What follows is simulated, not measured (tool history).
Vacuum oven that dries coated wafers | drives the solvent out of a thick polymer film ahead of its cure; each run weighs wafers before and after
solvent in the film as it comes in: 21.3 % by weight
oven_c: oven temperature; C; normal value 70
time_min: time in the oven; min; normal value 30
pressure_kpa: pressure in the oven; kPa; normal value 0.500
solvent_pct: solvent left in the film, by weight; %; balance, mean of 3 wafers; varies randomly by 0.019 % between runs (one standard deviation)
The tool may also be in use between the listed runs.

run	hour	oven_c	time_min	pressure_kpa	solvent_pct
1	0.0	70	30	0.500	4.99
2	56.2	70	30	0.773	5.32
3	84.4	70	30	0.773	5.33
4	115.4	70	30	0.773	5.36
5	142.3	70	30	0.773	5.32
6	198.9	70	30	0.773	5.33
7	261.2	83	30	0.773	2.24
8	293.7	83	30	0.773	2.25
9	353.4	73	30	0.773	4.49
10	411.0	70	30	0.500	4.99
11	474.6	70	30	0.500	4.98
12	517.0	70	30	0.500	5.01
13	556.5	70	30	0.500	4.98
14	615.5	70	30	0.500	4.99
15	666.0	70	35	0.500	4.12
# hour 700.9: vacuum gauge cleaned of residue and calibrated
16	728.9	70	30	0.331	4.75
17	782.5	70	30	0.331	4.78
18	840.3	70	34	0.500	4.24
19	883.2	64	34	0.779	6.46
# hour 890.3: oven's thermocouples calibrated
20	939.8	64	34	0.779	6.46
21	1003.9	64	34	0.779	6.43
22	1037.5	64	34	0.779	6.48
23	1068.0	82	34	1.720	2.88
24	1111.2	73	28	0.610	4.67
25	1164.2	73	28	0.610	4.68
26	1207.3	73	28	0.610	4.65
27	1244.4	75	28	1.123	4.74
28	1281.4	56	34	1.279	10.08
29	1325.5	80	20	0.532	4.67
30	1364.9	63	18	0.532	10.11
31	1401.4	57	17	1.530	13.35
32	1434.4	57	17	1.530	13.31
33	1482.0	65	19	0.500	9.18
34	1529.2	65	19	0.500	9.17

Branching from run 34: 5 alternative next runs. What would each branch give?
A	1565.1	70	48	1.192	?
B	1565.1	64	35	1.299	?
C	1565.1	65	19	0.500	?
D	1565.1	73	51	1.733	?
E	1565.1	60	50	0.500	?

run	solvent_pct
A	3.64
B	7.14
C	9.22
D	3.53
E	5.02
With no hidden state in the tool, these same runs would have given:
run	solvent_pct
A	3.64
B	7.14
C	9.22
D	3.53
E	5.02

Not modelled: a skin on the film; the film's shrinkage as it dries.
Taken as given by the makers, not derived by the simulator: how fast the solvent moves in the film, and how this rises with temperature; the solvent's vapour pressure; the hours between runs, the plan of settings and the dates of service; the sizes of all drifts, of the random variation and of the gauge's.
